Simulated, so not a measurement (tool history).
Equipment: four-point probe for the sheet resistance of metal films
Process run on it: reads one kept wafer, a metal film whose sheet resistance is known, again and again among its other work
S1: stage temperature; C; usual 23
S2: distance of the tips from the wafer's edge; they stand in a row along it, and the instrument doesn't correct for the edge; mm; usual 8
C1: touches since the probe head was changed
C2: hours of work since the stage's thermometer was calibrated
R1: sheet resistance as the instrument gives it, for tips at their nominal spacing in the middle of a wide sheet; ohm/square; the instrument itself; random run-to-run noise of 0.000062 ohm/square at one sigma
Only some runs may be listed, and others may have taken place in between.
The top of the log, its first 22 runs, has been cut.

run    hour  S1  S2     C1    C2        R1
 23   610.6  19  64  59864   961  0.308681
 24   642.6  19  64  60741   975  0.308680
 25   660.8  21  26  61236   983  0.308507
 26   685.9  22   4  61923   994  0.312395
 27   709.6  22   4  62570  1004  0.312447
 28   733.3  24  17  63218  1015  0.308228
 29   771.3  24  19  64255  1031  0.308138
 30   805.2  24  19  65181  1046  0.308172
 31   839.1  19   4  66107  1061  0.312860
 32   865.2  27  40  66819  1072  0.307475
 33   901.5  22  58  67811  1088  0.308286
 34   943.6  23  12  68961  1106  0.308571
 35   978.0  23  12  69900  1121  0.308513
 36  1015.9  23  12  70938  1138  0.308554

Alternative continuations, all from the tool just after run 36; predict every row:
  A  1045.0  23  18  71732  1150   ?
  B  1045.0  23   4  71732  1150   ?
  C  1045.0  23  61  71732  1150   ?

run        R1
  A  0.308422
  B  0.312198
  C  0.308031
Had the tool no hidden state, the same runs would have come out as:
run        R1
  A  0.308450
  B  0.312226
  C  0.308059
